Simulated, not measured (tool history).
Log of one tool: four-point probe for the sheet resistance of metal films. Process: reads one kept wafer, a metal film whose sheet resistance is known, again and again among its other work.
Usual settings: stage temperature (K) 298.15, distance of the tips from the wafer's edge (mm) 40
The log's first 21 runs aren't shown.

| run | hour | stage temperature (K) | distance of the tips from the wafer's edge (mm) | sheet resistance as the instrument gives it (ohm/square) |
|---|---|---|---|---|
| 22 | 277.7 | 298.15 | 38 | 0.191154 |
| 23 | 287.4 | 304.15 | 27 | 0.190835 |
| 24 | 301.1 | 304.15 | 27 | 0.190777 |
| 25 | 313.3 | 296.15 | 24 | 0.191426 |
| 26 | 329.8 | 296.15 | 24 | 0.191366 |
| 27 | 346.1 | 296.15 | 24 | 0.191376 |
| 28 | 356.5 | 296.15 | 24 | 0.191365 |
| 29 | 371.3 | 296.15 | 24 | 0.191363 |
| 30 | 382.2 | 304.15 | 25 | 0.190790 |
| 31 | 392.6 | 302.15 | 61 | 0.190825 |
| 32 | 405.1 | 297.15 | 42 | 0.191207 |
| 33 | 415.7 | 297.15 | 42 | 0.191213 |
| 34 | 426.8 | 293.15 | 12 | 0.192101 |
| 35 | 443.1 | 293.15 | 65 | 0.191430 |
| 36 | 453.2 | 293.15 | 65 | 0.191488 |
| 37 | 469.3 | 301.15 | 10 | 0.191881 |
| 38 | 476.7 | 301.15 | 10 | 0.191853 |
| 39 | 492.3 | 297.15 | 15 | 0.191558 |
| 40 | 509.9 | 297.15 | 67 | 0.191159 |
| 41 | 524.0 | 297.15 | 67 | 0.191156 |
| 42 | 539.4 | 297.15 | 67 | 0.191177 |
| 43 | 549.8 | 297.15 | 67 | 0.191201 |
| 44 | 560.7 | 299.15 | 12 | 0.191739 |

5 ways to go on from here, each from the tool as it stands after run 44. What would each give?
| A | 571.5 | 299.15 | 7 | ? |
| B | 571.5 | 292.15 | 42 | ? |
| C | 571.5 | 298.15 | 40 | ? |
| D | 571.5 | 299.15 | 9 | ? |
| E | 571.5 | 292.15 | 12 | ? |

| run | sheet resistance as the instrument gives it (ohm/square) |
|---|---|
| A | 0.193074 |
| B | 0.191625 |
| C | 0.191109 |
| D | 0.192234 |
| E | 0.192169 |
Without the tool's hidden state the same runs would have given:
| run | sheet resistance as the instrument gives it (ohm/square) |
|---|---|
| A | 0.193062 |
| B | 0.191613 |
| C | 0.191097 |
| D | 0.192222 |
| E | 0.192157 |

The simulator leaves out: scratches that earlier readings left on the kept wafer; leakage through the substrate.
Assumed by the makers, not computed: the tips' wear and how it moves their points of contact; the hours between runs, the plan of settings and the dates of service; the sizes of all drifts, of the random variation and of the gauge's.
